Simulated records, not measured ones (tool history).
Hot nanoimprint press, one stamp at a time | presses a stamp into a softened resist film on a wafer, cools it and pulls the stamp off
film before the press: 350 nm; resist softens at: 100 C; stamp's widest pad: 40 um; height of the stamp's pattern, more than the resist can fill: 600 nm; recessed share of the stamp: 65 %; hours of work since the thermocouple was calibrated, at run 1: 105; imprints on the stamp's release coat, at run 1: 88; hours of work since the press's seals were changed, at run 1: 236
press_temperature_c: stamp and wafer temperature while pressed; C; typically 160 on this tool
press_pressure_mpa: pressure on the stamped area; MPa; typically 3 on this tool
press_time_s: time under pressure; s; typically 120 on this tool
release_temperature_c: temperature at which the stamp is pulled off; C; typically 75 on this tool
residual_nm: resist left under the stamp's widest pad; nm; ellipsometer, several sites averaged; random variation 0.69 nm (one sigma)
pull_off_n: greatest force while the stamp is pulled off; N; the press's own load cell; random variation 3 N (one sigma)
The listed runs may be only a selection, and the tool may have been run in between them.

run	day	press_temperature_c	press_pressure_mpa	press_time_s	release_temperature_c	hours of work since the thermocouple was calibrated	imprints on the stamp's release coat	hours of work since the press's seals were changed	residual_nm	pull_off_n
1	0	160	3	120	75	105	88	236	175.5	149
2	0.225	160	3	156	75	108	112	239	160.3	149
3	0.412	160	3	156	75	111	132	242	160.7	146
4	0.654	160	3	180	75	115	157	245	153.7	154
5	0.942	160	3	180	75	119	188	250	153.4	151
6	1.262	160	3	120	75	124	222	254	175.7	152
7	1.658	160	2.11	120	75	129	264	260	207.4	153
8	1.971	160	2.11	120	75	134	297	265	205.7	155
9	2.138	160	2.11	120	75	136	314	267	206.7	152
10	2.433	160	2.11	120	75	141	346	271	206.1	154
11	2.767	160	3	120	63	146	381	276	172.8	169
12	3.046	160	3	120	63	150	411	280	173.1	172
13	3.212	160	3	120	63	152	429	283	173.5	176
14	3.546	160	3	120	63	157	464	288	172.9	173
15	3.821	167	3	120	63	161	493	292	122.1	176
16	4.125	161	3	136	75	166	525	296	156.6	153
# day 4.271: plate thermocouple calibrated
17	4.596	160	3.53	218	75	5	562	301	124.1	155
18	4.817	160	3.53	218	75	8	585	305	125	153
# day 4.996: plate thermocouple calibrated, once more
19	5.208	160	3	144	75	3	613	308	172.4	157
20	5.575	162	3	109	75	8	652	314	170.5	161
21	5.792	155	4.37	109	75	12	675	317	198.7	156
22	6.017	160	3	102	75	15	699	320	190.8	164
23	6.246	160	3	102	75	18	723	324	190.4	160
24	6.558	159	3	167	75	23	756	328	171.6	163
25	6.821	171	3.12	101	73	27	784	332	108.3	171
26	7.154	172	3.34	120	75	32	819	337	93.5	165
27	7.542	172	3.34	120	75	37	861	343	92.6	168
28	7.862	151	3	120	74	42	894	347	268.6	167
29	8.262	169	4.58	115	66	48	937	353	90.9	186

Alternative continuations, all from the tool just after run 29; predict every row:
A	8.6	169	3.6	128	66	53	973	358	?	?
B	8.6	153	4.58	155	66	53	973	358	?	?
C	8.6	169	1.89	115	66	53	973	358	?	?

run	residual_nm	pull_off_n
A	100.4	189
B	194.1	188
C	150.7	186
With no hidden state in the tool, these same runs would have given:
run	residual_nm	pull_off_n
A	100.4	166
B	194.1	166
C	151.4	164
